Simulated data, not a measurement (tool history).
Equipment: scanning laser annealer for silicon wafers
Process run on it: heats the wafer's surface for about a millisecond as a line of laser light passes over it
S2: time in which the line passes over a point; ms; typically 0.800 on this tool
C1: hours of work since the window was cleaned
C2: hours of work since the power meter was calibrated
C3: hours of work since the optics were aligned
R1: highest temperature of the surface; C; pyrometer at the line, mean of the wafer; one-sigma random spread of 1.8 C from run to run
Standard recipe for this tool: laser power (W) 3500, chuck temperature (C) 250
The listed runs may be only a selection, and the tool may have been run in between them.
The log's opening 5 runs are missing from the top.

run 6 hour=53.1 | laser_power_(W)=3500 S2=0.800 chuck_temperature_(C)=250 | C1=205 C2=221 C3=1050 | R1=940
run 7 hour=68.0 | laser_power_(W)=3500 S2=0.800 chuck_temperature_(C)=250 | C1=213 C2=229 C3=1058 | R1=937
run 8 hour=77.1 | laser_power_(W)=3500 S2=0.883 chuck_temperature_(C)=250 | C1=218 C2=233 C3=1063 | R1=969
run 9 hour=92.1 | laser_power_(W)=3500 S2=0.883 chuck_temperature_(C)=250 | C1=226 C2=241 C3=1071 | R1=968
run 10 hour=99.0 | laser_power_(W)=3500 S2=0.883 chuck_temperature_(C)=250 | C1=229 C2=245 C3=1074 | R1=967
run 11 hour=107.3 | laser_power_(W)=3500 S2=0.883 chuck_temperature_(C)=250 | C1=234 C2=249 C3=1079 | R1=967
run 12 hour=117.7 | laser_power_(W)=3500 S2=0.800 chuck_temperature_(C)=250 | C1=239 C2=255 C3=1084 | R1=936
run 13 hour=127.5 | laser_power_(W)=3500 S2=0.800 chuck_temperature_(C)=250 | C1=244 C2=260 C3=1089 | R1=934
run 14 hour=141.3 | laser_power_(W)=3500 S2=0.800 chuck_temperature_(C)=250 | C1=252 C2=267 C3=1096 | R1=933
run 15 hour=155.5 | laser_power_(W)=3102 S2=0.800 chuck_temperature_(C)=250 | C1=259 C2=275 C3=1104 | R1=833
run 16 hour=166.3 | laser_power_(W)=3102 S2=0.800 chuck_temperature_(C)=250 | C1=265 C2=280 C3=1110 | R1=836
run 17 hour=177.8 | laser_power_(W)=3500 S2=0.914 chuck_temperature_(C)=250 | C1=271 C2=286 C3=1116 | R1=973
-- hour=181.2 window over the wafer cleaned
run 18 hour=190.6 | laser_power_(W)=3500 S2=0.914 chuck_temperature_(C)=250 | C1=5 C2=292 C3=1121 | R1=974
run 19 hour=200.3 | laser_power_(W)=3500 S2=0.800 chuck_temperature_(C)=250 | C1=10 C2=297 C3=1126 | R1=935
run 20 hour=214.4 | laser_power_(W)=3500 S2=0.800 chuck_temperature_(C)=250 | C1=17 C2=305 C3=1134 | R1=931
run 21 hour=229.6 | laser_power_(W)=3500 S2=0.800 chuck_temperature_(C)=250 | C1=25 C2=312 C3=1142 | R1=931
run 22 hour=241.0 | laser_power_(W)=3216 S2=0.834 chuck_temperature_(C)=282 | C1=31 C2=318 C3=1148 | R1=903
run 23 hour=254.2 | laser_power_(W)=3026 S2=0.584 chuck_temperature_(C)=216 | C1=38 C2=325 C3=1155 | R1=705
-- hour=258.9 window over the wafer cleaned, once more
run 24 hour=263.5 | laser_power_(W)=3002 S2=0.584 chuck_temperature_(C)=259 | C1=2 C2=329 C3=1158 | R1=753
run 25 hour=279.8 | laser_power_(W)=3002 S2=0.606 chuck_temperature_(C)=219 | C1=11 C2=338 C3=1167 | R1=724
run 26 hour=294.2 | laser_power_(W)=3002 S2=0.606 chuck_temperature_(C)=219 | C1=19 C2=345 C3=1175 | R1=720
run 27 hour=307.1 | laser_power_(W)=3741 S2=0.590 chuck_temperature_(C)=225 | C1=25 C2=352 C3=1181 | R1=889

Estimate the outcome of run 28 from the log above:
run 28 hour=321.2 | laser_power_(W)=3253 S2=0.776 chuck_temperature_(C)=290 | C1=33 C2=360 C3=1189 | R1=?

R1: 913 C
The same run, on a tool lacking any hidden state, would have yielded R1 935 C.

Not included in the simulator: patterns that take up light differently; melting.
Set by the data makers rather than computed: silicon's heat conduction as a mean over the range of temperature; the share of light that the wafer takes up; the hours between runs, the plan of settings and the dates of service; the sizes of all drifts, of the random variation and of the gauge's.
